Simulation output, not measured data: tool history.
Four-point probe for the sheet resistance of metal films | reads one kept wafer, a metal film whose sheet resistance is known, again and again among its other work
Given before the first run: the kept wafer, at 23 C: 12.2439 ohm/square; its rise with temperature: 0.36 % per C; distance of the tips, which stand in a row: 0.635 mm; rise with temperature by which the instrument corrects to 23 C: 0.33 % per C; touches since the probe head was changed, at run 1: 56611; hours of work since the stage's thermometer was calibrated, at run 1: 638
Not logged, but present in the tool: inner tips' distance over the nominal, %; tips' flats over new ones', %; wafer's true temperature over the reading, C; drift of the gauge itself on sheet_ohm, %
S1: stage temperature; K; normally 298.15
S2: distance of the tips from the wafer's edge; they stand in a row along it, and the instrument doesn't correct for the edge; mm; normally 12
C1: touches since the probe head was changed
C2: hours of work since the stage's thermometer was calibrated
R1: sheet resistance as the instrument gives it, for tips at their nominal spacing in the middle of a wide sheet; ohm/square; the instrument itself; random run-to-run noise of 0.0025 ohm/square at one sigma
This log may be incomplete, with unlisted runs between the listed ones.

run,day,S1,S2,C1,C2,R1
1,0.000,298.15,12,56611,638,12.270460
2,0.654,298.15,12,57173,646,12.275699
3,1.558,298.15,12,57952,657,12.263497
4,2.283,298.15,12,58574,665,12.269256
5,3.096,298.15,12,59271,675,12.272281
6,3.988,298.15,12,60039,685,12.272061
7,4.946,298.15,4,60862,697,12.414701
8,5.629,298.15,12,61451,705,12.273407
9,6.762,298.15,12,62424,718,12.273292
10,7.800,298.15,12,63315,730,12.263436
11,8.725,298.15,12,64111,741,12.268214
12,9.788,298.15,12,65025,754,12.273467
13,10.767,302.15,14,65865,765,12.279718
14,11.712,293.15,12,66679,777,12.254799
15,13.054,307.15,67,67833,792,12.283487
16,13.696,307.15,67,68383,800,12.279399
17,14.612,307.15,67,69169,811,12.286534
18,15.225,296.15,19,69695,818,12.254178
19,16.567,304.15,10,70849,834,12.300317
20,17.458,304.15,10,71617,845,12.298142
21,18.488,291.15,4,72499,857,12.388898
22,19.700,291.15,4,73541,871,12.390049
23,21.033,306.15,35,74688,887,12.282464
24,21.808,306.15,3,75354,896,12.571092

5 options for the next run, each taken on its own from the tool as it stands now. Forecast them:
A,23.075,304.15,7,76443,911,?
B,23.075,294.15,57,76443,911,?
C,23.075,298.15,4,76443,911,?
D,23.075,298.15,4,76443,911,?
E,23.075,305.15,9,76443,911,?

run,R1
A,12.331021
B,12.234497
C,12.415511
D,12.416848
E,12.309928
Without the tool's hidden state the same runs would have given:
run,R1
A,12.331626
B,12.235100
C,12.416122
D,12.417459
E,12.310533

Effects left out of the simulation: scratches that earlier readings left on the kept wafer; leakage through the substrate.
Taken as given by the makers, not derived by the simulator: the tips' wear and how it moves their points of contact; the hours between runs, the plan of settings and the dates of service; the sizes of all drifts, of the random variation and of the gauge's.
